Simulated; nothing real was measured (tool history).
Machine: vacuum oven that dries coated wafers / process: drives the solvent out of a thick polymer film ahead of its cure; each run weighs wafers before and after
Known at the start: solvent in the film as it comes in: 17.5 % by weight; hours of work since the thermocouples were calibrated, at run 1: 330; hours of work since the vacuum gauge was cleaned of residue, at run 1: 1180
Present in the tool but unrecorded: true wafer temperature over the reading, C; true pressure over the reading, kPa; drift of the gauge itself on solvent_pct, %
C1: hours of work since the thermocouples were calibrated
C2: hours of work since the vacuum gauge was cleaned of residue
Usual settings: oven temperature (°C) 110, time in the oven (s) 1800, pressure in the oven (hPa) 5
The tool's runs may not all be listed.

{"run": 1, "hour": 0.0, "oven temperature (°C)": 110, "time in the oven (s)": 1800, "pressure in the oven (hPa)": 5, "C1": 330, "C2": 1180, "solvent left in the film (%)": 3}
{"run": 2, "hour": 47.3, "oven temperature (°C)": 110, "time in the oven (s)": 1800, "pressure in the oven (hPa)": 5, "C1": 351, "C2": 1201, "solvent left in the film (%)": 2.97}
{"run": 3, "hour": 135.5, "oven temperature (°C)": 110, "time in the oven (s)": 1800, "pressure in the oven (hPa)": 5, "C1": 391, "C2": 1241, "solvent left in the film (%)": 2.94}
{"run": 4, "hour": 180.0, "oven temperature (°C)": 110, "time in the oven (s)": 1800, "pressure in the oven (hPa)": 9.59, "C1": 411, "C2": 1261, "solvent left in the film (%)": 3.36}
{"run": 5, "hour": 243.3, "oven temperature (°C)": 110, "time in the oven (s)": 1800, "pressure in the oven (hPa)": 5, "C1": 440, "C2": 1289, "solvent left in the film (%)": 3.04}
{"run": 6, "hour": 295.6, "oven temperature (°C)": 118, "time in the oven (s)": 1800, "pressure in the oven (hPa)": 13.65, "C1": 463, "C2": 1313, "solvent left in the film (%)": 2.25}
{"run": 7, "hour": 355.1, "oven temperature (°C)": 120, "time in the oven (s)": 1380, "pressure in the oven (hPa)": 8.37, "C1": 490, "C2": 1339, "solvent left in the film (%)": 2.62}
{"run": 8, "hour": 401.9, "oven temperature (°C)": 112, "time in the oven (s)": 2100, "pressure in the oven (hPa)": 16.8, "C1": 511, "C2": 1361, "solvent left in the film (%)": 2.96}
{"run": 9, "hour": 471.0, "oven temperature (°C)": 112, "time in the oven (s)": 2100, "pressure in the oven (hPa)": 16.8, "C1": 542, "C2": 1392, "solvent left in the film (%)": 2.84}
{"run": 10, "hour": 545.8, "oven temperature (°C)": 112, "time in the oven (s)": 2100, "pressure in the oven (hPa)": 16.8, "C1": 576, "C2": 1425, "solvent left in the film (%)": 2.86}

Alternative continuations, all from the tool just after run 10; predict every row:
{"hour": 572.1, "done": "vacuum gauge cleaned of residue and calibrated"}
{"run": "A", "hour": 593.4, "oven temperature (°C)": 98, "time in the oven (s)": 1800, "pressure in the oven (hPa)": 2.82, "C1": 597, "C2": 10, "solvent left in the film (%)": "?"}
{"hour": 572.1, "done": "vacuum gauge cleaned of residue and calibrated"}
{"run": "B", "hour": 593.4, "oven temperature (°C)": 122, "time in the oven (s)": 1320, "pressure in the oven (hPa)": 16.8, "C1": 597, "C2": 10, "solvent left in the film (%)": "?"}
{"hour": 572.1, "done": "vacuum gauge cleaned of residue and calibrated"}
{"run": "C", "hour": 593.4, "oven temperature (°C)": 121, "time in the oven (s)": 1260, "pressure in the oven (hPa)": 10.05, "C1": 597, "C2": 10, "solvent left in the film (%)": "?"}

run=A solvent_left_in_the_film_(%)=5.27
run=B solvent_left_in_the_film_(%)=2.85
run=C solvent_left_in_the_film_(%)=2.85
Without the tool's hidden state the same runs would have given:
run=A solvent_left_in_the_film_(%)=5.26
run=B solvent_left_in_the_film_(%)=2.84
run=C solvent_left_in_the_film_(%)=2.85
